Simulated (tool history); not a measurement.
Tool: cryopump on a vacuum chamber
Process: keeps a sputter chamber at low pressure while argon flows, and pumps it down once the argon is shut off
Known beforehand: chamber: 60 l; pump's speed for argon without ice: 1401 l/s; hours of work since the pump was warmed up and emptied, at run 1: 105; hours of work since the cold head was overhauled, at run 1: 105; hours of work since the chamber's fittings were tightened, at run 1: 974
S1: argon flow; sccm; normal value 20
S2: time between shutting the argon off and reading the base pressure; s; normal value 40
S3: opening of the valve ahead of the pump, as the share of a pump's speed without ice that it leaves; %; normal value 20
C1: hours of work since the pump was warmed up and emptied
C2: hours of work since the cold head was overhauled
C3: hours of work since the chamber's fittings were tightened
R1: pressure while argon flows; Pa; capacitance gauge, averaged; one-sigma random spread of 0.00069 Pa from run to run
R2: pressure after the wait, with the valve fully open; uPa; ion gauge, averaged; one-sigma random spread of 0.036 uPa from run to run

run 1 hour=0 | S1=20 S2=40 S3=20 | C1=105 C2=105 C3=974 | R1=0.1226 R2=2.51
run 2 hour=9.7 | S1=20 S2=40 S3=18 | C1=110 C2=110 C3=979 | R1=0.1348 R2=2.61
run 3 hour=21.1 | S1=20 S2=40 S3=18 | C1=117 C2=117 C3=986 | R1=0.1341 R2=2.54
run 4 hour=37 | S1=20 S2=40 S3=18 | C1=126 C2=126 C3=995 | R1=0.1359 R2=2.64
run 5 hour=46.6 | S1=20 S2=40 S3=20 | C1=132 C2=132 C3=1001 | R1=0.1224 R2=2.54
run 6 hour=53.4 | S1=20 S2=203 S3=20 | C1=136 C2=136 C3=1005 | R1=0.1225 R2=1.15
run 7 hour=65.4 | S1=20 S2=203 S3=20 | C1=143 C2=143 C3=1012 | R1=0.1221 R2=1.18
run 8 hour=72.6 | S1=20 S2=203 S3=20 | C1=147 C2=147 C3=1016 | R1=0.1209 R2=1.17
run 9 hour=81.1 | S1=20 S2=203 S3=20 | C1=152 C2=152 C3=1021 | R1=0.1223 R2=1.16
run 10 hour=97.3 | S1=20 S2=203 S3=20 | C1=161 C2=161 C3=1030 | R1=0.1219 R2=1.2
run 11 hour=108.1 | S1=20 S2=203 S3=20 | C1=168 C2=168 C3=1037 | R1=0.122 R2=1.23
run 12 hour=116.1 | S1=20 S2=203 S3=20 | C1=172 C2=172 C3=1041 | R1=0.121 R2=1.19
run 13 hour=123.3 | S1=20 S2=203 S3=20 | C1=176 C2=176 C3=1045 | R1=0.1223 R2=1.2
run 14 hour=136.1 | S1=20 S2=203 S3=20 | C1=184 C2=184 C3=1053 | R1=0.1224 R2=1.21
run 15 hour=144.6 | S1=10 S2=40 S3=48 | C1=189 C2=189 C3=1058 | R1=0.0259 R2=2.64
run 16 hour=153.9 | S1=39 S2=30 S3=15 | C1=194 C2=194 C3=1063 | R1=0.3155 R2=3.21
run 17 hour=162.9 | S1=10 S2=40 S3=19 | C1=199 C2=199 C3=1068 | R1=0.0637 R2=2.67
run 18 hour=172.7 | S1=16 S2=151 S3=29 | C1=205 C2=205 C3=1074 | R1=0.0673 R2=1.35
run 19 hour=189.1 | S1=30 S2=40 S3=17 | C1=215 C2=215 C3=1084 | R1=0.2152 R2=2.61

Branching from run 19: 4 alternative next runs. What would each branch give?
run A hour=200.8 | S1=20 S2=40 S3=18 | C1=221 C2=221 C3=1090 | R1=? R2=?
run B hour=200.8 | S1=32 S2=40 S3=17 | C1=221 C2=221 C3=1090 | R1=? R2=?
run C hour=200.8 | S1=13 S2=96 S3=20 | C1=221 C2=221 C3=1090 | R1=? R2=?
run D hour=200.8 | S1=19 S2=40 S3=28 | C1=221 C2=221 C3=1090 | R1=? R2=?

run=A R1=0.1352 R2=2.59
run=B R1=0.2307 R2=2.75
run=C R1=0.079 R2=1.65
run=D R1=0.0846 R2=2.63
Without the tool's hidden state the same runs would have given:
run=A R1=0.1333 R2=1.93
run=B R1=0.2276 R2=2.05
run=C R1=0.0777 R2=0.97
run=D R1=0.0828 R2=1.96
